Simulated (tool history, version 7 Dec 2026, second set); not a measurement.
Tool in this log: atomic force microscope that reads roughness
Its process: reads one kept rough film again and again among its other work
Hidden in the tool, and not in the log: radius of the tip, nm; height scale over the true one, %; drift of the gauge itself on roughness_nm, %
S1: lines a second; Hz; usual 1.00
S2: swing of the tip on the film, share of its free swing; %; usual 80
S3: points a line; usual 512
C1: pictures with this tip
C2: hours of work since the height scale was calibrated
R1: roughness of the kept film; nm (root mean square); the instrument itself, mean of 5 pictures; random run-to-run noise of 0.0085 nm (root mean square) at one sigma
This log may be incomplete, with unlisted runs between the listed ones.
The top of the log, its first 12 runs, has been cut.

run 13 hour=689.0 | S1=1.00 S2=61 S3=512 | C1=111 C2=879 | R1=2.825
run 14 hour=771.4 | S1=2.36 S2=61 S3=512 | C1=223 C2=940 | R1=2.792
-- hour=843.0 new tip fitted
run 15 hour=844.8 | S1=2.36 S2=61 S3=512 | C1=3 C2=993 | R1=2.803
run 16 hour=888.8 | S1=2.36 S2=61 S3=512 | C1=63 C2=1025 | R1=2.771
run 17 hour=959.5 | S1=1.09 S2=72 S3=506 | C1=159 C2=1077 | R1=2.800
run 18 hour=1042.2 | S1=1.13 S2=72 S3=860 | C1=271 C2=1138 | R1=2.787
-- hour=1079.8 new tip fitted
run 19 hour=1128.2 | S1=1.00 S2=78 S3=512 | C1=66 C2=1201 | R1=2.769
run 20 hour=1213.7 | S1=3.58 S2=56 S3=745 | C1=182 C2=1263 | R1=2.792
run 21 hour=1262.3 | S1=3.58 S2=56 S3=745 | C1=248 C2=1299 | R1=2.772
run 22 hour=1300.1 | S1=1.00 S2=63 S3=512 | C1=300 C2=1327 | R1=2.818
-- hour=1318.9 new tip fitted
run 23 hour=1359.2 | S1=0.65 S2=80 S3=453 | C1=55 C2=1369 | R1=2.796
run 24 hour=1430.0 | S1=0.65 S2=80 S3=453 | C1=151 C2=1421 | R1=2.784
run 25 hour=1502.5 | S1=0.65 S2=63 S3=267 | C1=250 C2=1474 | R1=2.818
-- hour=1559.0 new tip fitted
run 26 hour=1587.0 | S1=2.34 S2=80 S3=555 | C1=38 C2=1536 | R1=2.661
run 27 hour=1638.6 | S1=1.00 S2=65 S3=325 | C1=109 C2=1574 | R1=2.813
run 28 hour=1713.1 | S1=1.00 S2=65 S3=512 | C1=210 C2=1628 | R1=2.820
run 29 hour=1761.9 | S1=0.97 S2=55 S3=446 | C1=276 C2=1664 | R1=2.828
-- hour=1794.6 new tip fitted
run 30 hour=1805.8 | S1=0.87 S2=80 S3=683 | C1=16 C2=1696 | R1=2.779
run 31 hour=1868.8 | S1=0.87 S2=80 S3=683 | C1=101 C2=1742 | R1=2.781

Forecast each of these 5 alternatives for the next run:
run A hour=1905.2 | S1=2.47 S2=80 S3=262 | C1=151 C2=1769 | R1=?
run B hour=1905.2 | S1=0.87 S2=71 S3=337 | C1=151 C2=1769 | R1=?
run C hour=1905.2 | S1=2.77 S2=80 S3=1013 | C1=151 C2=1769 | R1=?
run D hour=1905.2 | S1=1.18 S2=57 S3=674 | C1=151 C2=1769 | R1=?
run E hour=1905.2 | S1=0.81 S2=84 S3=733 | C1=151 C2=1769 | R1=?

run=A R1=2.638
run=B R1=2.794
run=C R1=2.623
run=D R1=2.838
run=E R1=2.767
Without the tool's unlogged condition, the same runs would have read:
run=A R1=2.638
run=B R1=2.794
run=C R1=2.623
run=D R1=2.838
run=E R1=2.767
